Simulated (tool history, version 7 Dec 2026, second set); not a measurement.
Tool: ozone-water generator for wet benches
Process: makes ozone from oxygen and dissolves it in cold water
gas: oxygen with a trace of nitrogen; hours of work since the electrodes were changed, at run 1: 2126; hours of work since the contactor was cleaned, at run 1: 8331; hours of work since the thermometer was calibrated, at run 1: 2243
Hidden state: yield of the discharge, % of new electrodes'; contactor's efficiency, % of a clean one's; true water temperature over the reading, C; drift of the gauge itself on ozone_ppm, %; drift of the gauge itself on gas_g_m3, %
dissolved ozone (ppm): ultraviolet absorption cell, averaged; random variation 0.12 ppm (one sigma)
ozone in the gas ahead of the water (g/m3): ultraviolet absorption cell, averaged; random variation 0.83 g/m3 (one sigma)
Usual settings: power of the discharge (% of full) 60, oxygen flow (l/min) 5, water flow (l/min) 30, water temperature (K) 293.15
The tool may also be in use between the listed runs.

run	hour	power of the discharge (% of full)	oxygen flow (l/min)	water flow (l/min)	water temperature (K)	hours of work since the electrodes were changed	hours of work since the contactor was cleaned	hours of work since the thermometer was calibrated	dissolved ozone (ppm)	ozone in the gas ahead of the water (g/m3)
1	0	60	5	30	293.15	2126	8331	2243	10.4	132.8
2	61.4	60	5	30	293.15	2185	8389	2301	10.2	133.3
3	160.1	58	5	30	293.15	2280	8484	2396	9.9	129.8
4	236.7	58	5	30	293.15	2353	8557	2469	10.3	129.8
5	306.3	58	5	30	293.15	2420	8624	2536	10.1	128.1
6	358.5	58	5	26	293.15	2470	8674	2586	11.5	129.1
# hour 446.1: contactor cleaned
7	472.4	58	5	26	293.15	2575	25	2691	11.3	127.5
8	554.8	60	5	30	293.15	2654	104	2770	10.4	132.1
9	605.2	60	5	30	293.15	2702	152	2818	10.3	131.8
# hour 680: water thermometer calibrated
10	718	60	2.73	30	293.15	2809	260	36	10	192.8
11	772	60	4.02	30	293.15	2861	312	88	10.3	150.8
12	851	60	5	19	293.15	2937	387	164	15.1	131.8
13	911.2	49	5	30	293.15	2995	445	221	9.1	113
14	960.9	49	5	30	293.15	3042	493	269	8.9	113.8
15	1038.1	60	5	30	293.15	3116	567	343	10.5	131.3
16	1094.4	60	3.45	30	293.15	3170	620	397	10.1	165
17	1150.5	60	3.45	30	293.15	3224	674	451	9.9	165.6
18	1226.4	42	4.5	45	295.15	3296	747	523	5.3	108.4
19	1321.1	60	5.85	24	290.15	3387	838	614	13	120.3
20	1406.6	60	5.85	24	290.15	3469	919	696	12.9	119.5
21	1478.7	85	8.68	24	290.15	3538	988	765	16.3	121.6
22	1577.8	50	7.48	29	292.15	3633	1083	860	9.3	90.1
23	1647.2	50	6.23	35	292.15	3699	1150	926	7.8	100.1
24	1731	65	6.09	34	292.15	3780	1230	1006	10.1	123.8
25	1833.1	65	7.3	34	293.15	3877	1328	1104	10.1	112.2
26	1896.4	65	7.3	34	293.15	3938	1388	1165	9.7	111.3
27	1967.1	65	7.3	34	293.15	4006	1456	1233	9.9	110.4
28	2070.5	97	4.25	19	294.15	4105	1555	1332	21.6	208.5
29	2146.2	60	2.7	30	293.15	4177	1628	1404	9.6	193
30	2200.8	60	6.28	30	296.15	4230	1680	1456	10.2	115.2
31	2280.7	60	6.28	30	296.15	4306	1756	1533	9.9	114.2
32	2329.4	60	6.28	30	296.15	4353	1803	1580	10.2	114.2
33	2391.2	60	6.28	23	296.15	4412	1862	1639	12.3	115.5
34	2488.9	60	6.28	23	296.15	4505	1956	1732	12.5	114.2

How the hidden state differs across the entries between the runs, from the last listed run before each to the first after it:
Between runs 6 and 7: contactor cleaned (hour 446.1)
  yield of the discharge, % of new electrodes': 100 -> 99.9; contactor's efficiency, % of a clean one's: 99.6 -> 100
Between runs 9 and 10: water thermometer calibrated (hour 680)
  no hidden state differs between the two runs
